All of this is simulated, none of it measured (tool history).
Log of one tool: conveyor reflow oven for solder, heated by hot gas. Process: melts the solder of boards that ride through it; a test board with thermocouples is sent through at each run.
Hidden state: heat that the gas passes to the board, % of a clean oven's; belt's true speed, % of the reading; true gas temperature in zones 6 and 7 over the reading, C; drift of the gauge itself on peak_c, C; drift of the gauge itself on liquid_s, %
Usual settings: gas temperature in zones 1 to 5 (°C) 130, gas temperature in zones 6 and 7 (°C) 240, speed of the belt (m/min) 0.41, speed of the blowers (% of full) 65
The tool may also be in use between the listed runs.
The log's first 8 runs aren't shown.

run     day  gas temperature in zones 1 to 5 (°C)  gas temperature in zones 6 and 7 (°C)  speed of the belt (m/min)  speed of the blowers (% of full)  hours of work since the flux was cleaned out  hours of work since the belt drive was overhauled  hours of work since the thermocouples were changed  highest temperature of the board (°C)  time above the solder's melting point (s)
  9   3.258                                   130                                    240                       0.41                                71                                            25                                                 52                                                 579                                  220.8                                       77.2
 10   3.729                                   130                                    240                       0.41                                71                                            31                                                 58                                                 585                                  221.5                                       78.5
 11     4.2                                   130                                    240                       0.41                                65                                            36                                                 63                                                 590                                  219.6                                       75.1
      4.412  -- belt drive overhauled, speed set with a stopwatch
 12   4.662                                   130                                    240                       0.41                                65                                            40                                                  3                                                 594                                  218.6                                       75.9
 13   5.133                                   130                                    240                       0.41                                65                                            45                                                  8                                                 599                                  219.5                                       73.6
      5.717  -- belt drive overhauled, speed set with a stopwatch, once more
 14   5.804                                   130                                    240                       0.41                                65                                            51                                                  1                                                 605                                  218.5                                       75.3
 15   6.021                                   130                                    240                       0.41                                89                                            54                                                  4                                                 608                                  226.7                                       82.6
 16   6.517                                   130                                    240                       0.41                                65                                            60                                                  9                                                 614                                    219                                       72.9
 17   6.917                                   116                                    242                      0.346                                65                                            64                                                 14                                                 618                                    224                                       89.2
 18   7.354                                   130                                    240                       0.41                                78                                            69                                                 19                                                 623                                  222.3                                       78.3
      7.488  -- thermocouples of zones 6 and 7 changed
 19     7.9                                   124                                    240                       0.41                                87                                            75                                                 25                                                   5                                  225.4                                       80.8
 20   8.221                                   124                                    240                       0.41                                87                                            79                                                 29                                                   9                                  224.7                                       79.7
 21   8.446                                   124                                    240                       0.41                                87                                            81                                                 31                                                  11                                  225.1                                       79.7
 22     8.8                                   124                                    240                      0.345                                87                                            86                                                 35                                                  15                                  230.5                                       99.4
 23   9.171                                   124                                    240                      0.345                                87                                            90                                                 40                                                  20                                  230.1                                       99.1
 24   9.446                                   139                                    232                      0.413                                65                                            93                                                 43                                                  23                                  214.5                                       74.1
 25   9.808                                   143                                    245                      0.454                                66                                            97                                                 47                                                  27                                  222.7                                       75.4
 26  10.196                                   130                                    240                      0.446                                68                                           102                                                 52                                                  32                                  217.6                                       65.4
 27  10.704                                   130                                    240                      0.446                                68                                           108                                                 58                                                  38                                    217                                       66.2
 28  11.171                                   130                                    240                      0.446                                68                                           113                                                 63                                                  43                                  216.7                                       65.8
 29  11.483                                   130                                    240                      0.446                                68                                           117                                                 67                                                  47                                  217.1                                       65.3
 30  11.904                                   134                                    241                      0.401                                62                                           122                                                 72                                                  52                                  220.2                                       79.5
 31  12.425                                   130                                    240                       0.41                                53                                           128                                                 78                                                  58                                  214.8                                       69.1

Forecast each of these 3 alternatives for the next run:
  A  12.738                                   130                                    240                       0.38                                65                                           132                                                 82                                                  62                                      ?                                          ?
  B  12.738                                   132                                    240                      0.478                                65                                           132                                                 82                                                  62                                      ?                                          ?
  C  12.738                                   126                                    240                       0.41                                65                                           132                                                 82                                                  62                                      ?                                          ?

run  highest temperature of the board (°C)  time above the solder's melting point (s)
  A                                  222.2                                       83.4
  B                                  213.1                                       57.3
  C                                  218.2                                       72.1
Without the tool's hidden state the same runs would have given:
run  highest temperature of the board (°C)  time above the solder's melting point (s)
  A                                    224                                       85.4
  B                                  215.2                                       59.8
  C                                  220.2                                       74.4
